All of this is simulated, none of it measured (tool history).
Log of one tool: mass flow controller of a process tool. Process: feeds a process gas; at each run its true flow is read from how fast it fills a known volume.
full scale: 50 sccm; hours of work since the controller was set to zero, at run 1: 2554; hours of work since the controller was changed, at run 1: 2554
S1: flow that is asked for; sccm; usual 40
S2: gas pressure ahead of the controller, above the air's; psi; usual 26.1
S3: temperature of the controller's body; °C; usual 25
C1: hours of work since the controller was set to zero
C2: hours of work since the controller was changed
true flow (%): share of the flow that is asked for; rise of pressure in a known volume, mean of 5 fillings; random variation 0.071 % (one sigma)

run 1 hour=0 | S1=40 S2=26.1 S3=25 | C1=2554 C2=2554 | true_flow_(%)=98.64
run 2 hour=154.9 | S1=40 S2=26.1 S3=25 | C1=2646 C2=2646 | true_flow_(%)=98.75
run 3 hour=306.5 | S1=40 S2=20.9 S3=25 | C1=2735 C2=2735 | true_flow_(%)=98.37
run 4 hour=409.6 | S1=40 S2=26.1 S3=25 | C1=2795 C2=2795 | true_flow_(%)=98.66
run 5 hour=515.3 | S1=40 S2=26.1 S3=25 | C1=2857 C2=2857 | true_flow_(%)=98.68
run 6 hour=625.9 | S1=40 S2=26.1 S3=25 | C1=2922 C2=2922 | true_flow_(%)=98.7
run 7 hour=756.4 | S1=40 S2=26.1 S3=21 | C1=2999 C2=2999 | true_flow_(%)=98.94
run 8 hour=834.7 | S1=40 S2=26.1 S3=21 | C1=3045 C2=3045 | true_flow_(%)=98.9
run 9 hour=928.9 | S1=40 S2=26.1 S3=21 | C1=3101 C2=3101 | true_flow_(%)=98.96
run 10 hour=1032.1 | S1=40 S2=26.1 S3=21 | C1=3161 C2=3161 | true_flow_(%)=98.9
run 11 hour=1151.1 | S1=40 S2=26.1 S3=21 | C1=3231 C2=3231 | true_flow_(%)=98.86
run 12 hour=1293 | S1=40 S2=26.1 S3=21 | C1=3315 C2=3315 | true_flow_(%)=98.9
run 13 hour=1473.5 | S1=40 S2=26.1 S3=38 | C1=3421 C2=3421 | true_flow_(%)=97.49
run 14 hour=1546.4 | S1=16 S2=30.7 S3=36 | C1=3464 C2=3464 | true_flow_(%)=96.03
run 15 hour=1709.4 | S1=22 S2=38.6 S3=21 | C1=3559 C2=3559 | true_flow_(%)=97.95
run 16 hour=1823.9 | S1=22 S2=26.1 S3=26 | C1=3627 C2=3627 | true_flow_(%)=97.1
run 17 hour=1975.8 | S1=26 S2=29.3 S3=25 | C1=3716 C2=3716 | true_flow_(%)=97.42
run 18 hour=2106.9 | S1=26 S2=29.3 S3=25 | C1=3793 C2=3793 | true_flow_(%)=97.51
-- hour=2122.5 controller's zero set anew
run 19 hour=2201.5 | S1=26 S2=29.3 S3=25 | C1=46 C2=3848 | true_flow_(%)=97.5
run 20 hour=2341.7 | S1=26 S2=29.3 S3=25 | C1=129 C2=3931 | true_flow_(%)=97.41
run 21 hour=2421.7 | S1=11 S2=25.2 S3=32 | C1=176 C2=3978 | true_flow_(%)=94.8
run 22 hour=2580.9 | S1=14 S2=23.9 S3=35 | C1=269 C2=4071 | true_flow_(%)=94.96
run 23 hour=2670.7 | S1=40 S2=32.3 S3=39 | C1=322 C2=4124 | true_flow_(%)=97.44
run 24 hour=2814.5 | S1=8 S2=26.1 S3=25 | C1=407 C2=4209 | true_flow_(%)=94.01
-- hour=2887.1 controller's zero set anew, once more
run 25 hour=2887.6 | S1=8 S2=26.1 S3=25 | C1=0 C2=4251 | true_flow_(%)=97.29
run 26 hour=3064 | S1=40 S2=23.8 S3=25 | C1=104 C2=4355 | true_flow_(%)=98.93

How the hidden state differs across the entries between the runs, from the last listed run before each to the first after it:
Between runs 18 and 19: controller's zero set anew (hour 2122.5)
  flow at rest that the sensor doesn't see, % of full scale: -0.411 -> -0.493
  measured less the result without the state, true flow (%): -1.26 -> -1.42
Between runs 24 and 25: controller's zero set anew, once more (hour 2887.1)
  flow at rest that the sensor doesn't see, % of full scale: -0.532 -> -0.013
  measured less the result without the state, true flow (%): -3.83 -> -0.58
